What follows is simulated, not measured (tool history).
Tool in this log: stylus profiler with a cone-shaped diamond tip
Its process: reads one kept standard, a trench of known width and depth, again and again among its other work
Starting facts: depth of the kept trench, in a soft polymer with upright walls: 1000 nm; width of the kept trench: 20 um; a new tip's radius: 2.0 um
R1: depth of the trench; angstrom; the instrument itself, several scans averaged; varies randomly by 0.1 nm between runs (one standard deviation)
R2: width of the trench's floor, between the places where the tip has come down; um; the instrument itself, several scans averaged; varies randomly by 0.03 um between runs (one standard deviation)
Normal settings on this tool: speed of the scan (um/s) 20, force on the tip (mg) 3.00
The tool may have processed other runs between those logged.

{"run": 1, "hour": 0.0, "speed of the scan (um/s)": 20, "force on the tip (mg)": 3.0, "R1": 10203.1, "R2": 16.19}
{"run": 2, "hour": 22.4, "speed of the scan (um/s)": 20, "force on the tip (mg)": 3.0, "R1": 10205.6, "R2": 16.17}
{"run": 3, "hour": 38.5, "speed of the scan (um/s)": 20, "force on the tip (mg)": 3.0, "R1": 10205.1, "R2": 16.19}
{"run": 4, "hour": 52.0, "speed of the scan (um/s)": 20, "force on the tip (mg)": 3.0, "R1": 10206.7, "R2": 16.18}
{"run": 5, "hour": 64.0, "speed of the scan (um/s)": 20, "force on the tip (mg)": 3.0, "R1": 10205.5, "R2": 16.17}
{"run": 6, "hour": 85.7, "speed of the scan (um/s)": 20, "force on the tip (mg)": 3.0, "R1": 10205.9, "R2": 16.15}
{"run": 7, "hour": 106.0, "speed of the scan (um/s)": 20, "force on the tip (mg)": 3.0, "R1": 10207.5, "R2": 16.16}
{"run": 8, "hour": 121.1, "speed of the scan (um/s)": 20, "force on the tip (mg)": 3.0, "R1": 10205.7, "R2": 16.15}
{"run": 9, "hour": 144.9, "speed of the scan (um/s)": 20, "force on the tip (mg)": 3.0, "R1": 10205.9, "R2": 16.22}
{"run": 10, "hour": 168.1, "speed of the scan (um/s)": 20, "force on the tip (mg)": 3.0, "R1": 10206.7, "R2": 16.14}
{"run": 11, "hour": 193.8, "speed of the scan (um/s)": 20, "force on the tip (mg)": 3.0, "R1": 10206.6, "R2": 16.14}
{"run": 12, "hour": 207.9, "speed of the scan (um/s)": 32, "force on the tip (mg)": 3.0, "R1": 10205.0, "R2": 16.1}
{"run": 13, "hour": 220.2, "speed of the scan (um/s)": 32, "force on the tip (mg)": 3.0, "R1": 10206.7, "R2": 16.04}
{"run": 14, "hour": 233.6, "speed of the scan (um/s)": 20, "force on the tip (mg)": 1.48, "R1": 10132.1, "R2": 16.04}
{"run": 15, "hour": 252.4, "speed of the scan (um/s)": 20, "force on the tip (mg)": 1.48, "R1": 10132.7, "R2": 16.1}
{"run": 16, "hour": 274.0, "speed of the scan (um/s)": 20, "force on the tip (mg)": 1.48, "R1": 10132.8, "R2": 16.02}
{"run": 17, "hour": 296.7, "speed of the scan (um/s)": 20, "force on the tip (mg)": 1.48, "R1": 10133.2, "R2": 16.02}
{"run": 18, "hour": 311.2, "speed of the scan (um/s)": 20, "force on the tip (mg)": 3.0, "R1": 10207.7, "R2": 16.1}
{"run": 19, "hour": 333.8, "speed of the scan (um/s)": 20, "force on the tip (mg)": 3.0, "R1": 10208.7, "R2": 16.13}
{"run": 20, "hour": 356.3, "speed of the scan (um/s)": 20, "force on the tip (mg)": 3.0, "R1": 10207.2, "R2": 16.08}
{"run": 21, "hour": 372.2, "speed of the scan (um/s)": 20, "force on the tip (mg)": 3.0, "R1": 10208.8, "R2": 16.05}
{"run": 22, "hour": 387.6, "speed of the scan (um/s)": 20, "force on the tip (mg)": 3.0, "R1": 10208.2, "R2": 16.15}
{"run": 23, "hour": 402.6, "speed of the scan (um/s)": 20, "force on the tip (mg)": 3.0, "R1": 10208.9, "R2": 16.07}
{"run": 24, "hour": 427.5, "speed of the scan (um/s)": 28, "force on the tip (mg)": 4.36, "R1": 10267.4, "R2": 16.04}
{"run": 25, "hour": 444.3, "speed of the scan (um/s)": 28, "force on the tip (mg)": 4.36, "R1": 10265.7, "R2": 16.06}
{"run": 26, "hour": 464.1, "speed of the scan (um/s)": 72, "force on the tip (mg)": 7.47, "R1": 10378.6, "R2": 15.96}
{"run": 27, "hour": 487.1, "speed of the scan (um/s)": 9, "force on the tip (mg)": 7.47, "R1": 10378.9, "R2": 16.2}
{"run": 28, "hour": 510.2, "speed of the scan (um/s)": 15, "force on the tip (mg)": 2.09, "R1": 10165.5, "R2": 16.06}
{"run": 29, "hour": 531.3, "speed of the scan (um/s)": 65, "force on the tip (mg)": 2.09, "R1": 10166.7, "R2": 15.78}
{"run": 30, "hour": 553.8, "speed of the scan (um/s)": 29, "force on the tip (mg)": 3.87, "R1": 10247.0, "R2": 16.01}
{"run": 31, "hour": 568.3, "speed of the scan (um/s)": 52, "force on the tip (mg)": 2.21, "R1": 10173.2, "R2": 15.76}
{"run": 32, "hour": 588.9, "speed of the scan (um/s)": 52, "force on the tip (mg)": 2.21, "R1": 10173.9, "R2": 15.75}
{"run": 33, "hour": 613.7, "speed of the scan (um/s)": 6, "force on the tip (mg)": 1.22, "R1": 10120.7, "R2": 16.07}
{"run": 34, "hour": 636.2, "speed of the scan (um/s)": 20, "force on the tip (mg)": 4.9, "R1": 10289.1, "R2": 16.05}
{"run": 35, "hour": 652.2, "speed of the scan (um/s)": 20, "force on the tip (mg)": 4.9, "R1": 10285.5, "R2": 16.02}
{"run": 36, "hour": 675.4, "speed of the scan (um/s)": 23, "force on the tip (mg)": 2.41, "R1": 10185.3, "R2": 15.93}
{"run": 37, "hour": 693.4, "speed of the scan (um/s)": 23, "force on the tip (mg)": 2.41, "R1": 10185.1, "R2": 15.98}
{"run": 38, "hour": 705.0, "speed of the scan (um/s)": 23, "force on the tip (mg)": 2.41, "R1": 10186.3, "R2": 15.99}
{"run": 39, "hour": 720.5, "speed of the scan (um/s)": 8, "force on the tip (mg)": 3.0, "R1": 10211.2, "R2": 16.03}
{"run": 40, "hour": 740.6, "speed of the scan (um/s)": 43, "force on the tip (mg)": 2.24, "R1": 10175.4, "R2": 15.76}
{"run": 41, "hour": 766.7, "speed of the scan (um/s)": 43, "force on the tip (mg)": 2.24, "R1": 10177.1, "R2": 15.86}
{"run": 42, "hour": 777.2, "speed of the scan (um/s)": 5, "force on the tip (mg)": 1.9, "R1": 10161.2, "R2": 16.08}
{"run": 43, "hour": 797.2, "speed of the scan (um/s)": 29, "force on the tip (mg)": 4.86, "R1": 10287.7, "R2": 15.93}
{"run": 44, "hour": 807.8, "speed of the scan (um/s)": 18, "force on the tip (mg)": 3.62, "R1": 10238.9, "R2": 15.98}

Selected run-to-run steps in R1, each split into two signed amounts: the part the tool would show with no hidden state at all (from settings, incoming material and random variation), and the remainder, which goes to the hidden state together with any gauge scatter not common to the measured and the hidden-state-free results:
The hidden state here: radius of the tip, um; height scale over the true one, %; drift of the gauge itself on depth_nm, %; drift of the gauge itself on floor_um, %.
Run 9 -> 10: nothing adjusted, nothing logged. R1 +0.8 angstrom: hidden state +0.3, all else +0.5.
Run 23 -> 24: speed of the scan (um/s) 20 -> 28, force on the tip (mg) 3.00 -> 4.36. R1 +58.5 angstrom: hidden state +0.3, all else +58.2.
Run 27 -> 28: speed of the scan (um/s) 9 -> 15, force on the tip (mg) 7.47 -> 2.09. R1 -213.4 angstrom: hidden state +0.0, all else -213.4.
Run 33 -> 34: speed of the scan (um/s) 6 -> 20, force on the tip (mg) 1.22 -> 4.90. R1 +168.4 angstrom: hidden state +0.4, all else +168.0.
Run 42 -> 43: speed of the scan (um/s) 5 -> 29, force on the tip (mg) 1.90 -> 4.86. R1 +126.5 angstrom: hidden state +0.3, all else +126.2.

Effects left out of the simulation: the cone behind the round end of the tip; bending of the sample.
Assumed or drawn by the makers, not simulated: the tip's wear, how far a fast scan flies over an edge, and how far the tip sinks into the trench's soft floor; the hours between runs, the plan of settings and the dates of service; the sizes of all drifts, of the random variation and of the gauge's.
